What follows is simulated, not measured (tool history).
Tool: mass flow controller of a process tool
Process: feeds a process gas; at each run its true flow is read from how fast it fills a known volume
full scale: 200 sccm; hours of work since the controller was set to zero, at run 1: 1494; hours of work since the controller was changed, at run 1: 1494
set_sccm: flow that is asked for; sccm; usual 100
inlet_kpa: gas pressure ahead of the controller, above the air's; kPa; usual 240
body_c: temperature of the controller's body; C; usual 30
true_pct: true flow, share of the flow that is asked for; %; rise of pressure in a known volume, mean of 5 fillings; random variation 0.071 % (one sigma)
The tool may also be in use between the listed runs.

run,hour,set_sccm,inlet_kpa,body_c,hours of work since the controller was set to zero,hours of work since the controller was changed,true_pct
1,0,100,240,30,1494,1494,100.06
2,74.6,100,240,30,1545,1545,100.02
3,124.5,100,240,24,1579,1579,99.39
4,166.5,21,240,30,1608,1608,99.62
5,206.7,21,240,30,1635,1635,99.55
6,276.7,21,240,30,1683,1683,99.53
7,311,100,233,30,1706,1706,99.58
8,375,100,233,30,1750,1750,99.65
9,425.6,100,240,30,1784,1784,99.63
10,480.3,100,240,30,1821,1821,99.54
11,533.3,100,240,30,1857,1857,99.56
12,595.7,100,240,30,1900,1900,99.47
13,628.1,100,240,30,1922,1922,99.51
14,696.1,100,240,30,1968,1968,99.34
15,735.2,100,240,30,1995,1995,99.51
16,797.5,100,240,32,2037,2037,99.4
17,830.9,100,240,31,2060,2060,99.46
18,883.4,100,240,30,2095,2095,99.27
19,927,100,240,30,2125,2125,99.17
20,995.6,100,240,28,2172,2172,99
21,1054.9,100,240,28,2212,2212,98.97
22,1088,100,240,28,2235,2235,98.95
23,1154.4,100,240,28,2280,2280,98.78
24,1197.8,100,240,28,2309,2309,98.82
25,1262.2,81,169,22,2353,2353,98.34
26,1329.1,81,169,22,2399,2399,98.13
27,1367.9,83,242,36,2425,2425,99.24
28,1446,72,142,21,2478,2478,97.97
29,1515.5,173,206,36,2526,2526,99.35
30,1559.5,45,240,32,2556,2556,98.65
31,1633.2,45,240,32,2606,2606,98.49
32,1693.6,25,219,23,2647,2647,97.62
33,1739.5,59,201,28,2678,2678,98.15
34,1813.9,59,201,28,2729,2729,98.1
35,1885.1,59,202,28,2777,2777,98
36,1960.5,59,202,28,2829,2829,98.17
37,2036.5,100,240,36,2880,2880,98.72
38,2102.4,157,180,36,2925,2925,98.82
# hour 2121.6: gauge calibrated
39,2154,92,180,28,2960,2960,99.98
40,2207.9,28,214,28,2997,2997,99.59
41,2251,24,201,29,3026,3026,99.63
42,2285.5,41,218,32,3050,3050,99.93
43,2321.6,33,240,30,3074,3074,99.57
44,2370.8,100,269,30,3108,3108,99.71
45,2417.4,25,183,30,3139,3139,99.63
46,2450.6,25,183,30,3162,3162,99.56
47,2510.3,195,163,38,3203,3203,100.76
48,2566.3,195,163,38,3241,3241,100.86

How the hidden state differs across the entries between the runs, from the last listed run before each to the first after it:
Between runs 38 and 39: gauge calibrated (hour 2121.6)
  drift of the gauge itself on true_pct, %: -1.94 -> -0.03
  measured less the result without the state, true_pct: -1.95 -> -0.03 %

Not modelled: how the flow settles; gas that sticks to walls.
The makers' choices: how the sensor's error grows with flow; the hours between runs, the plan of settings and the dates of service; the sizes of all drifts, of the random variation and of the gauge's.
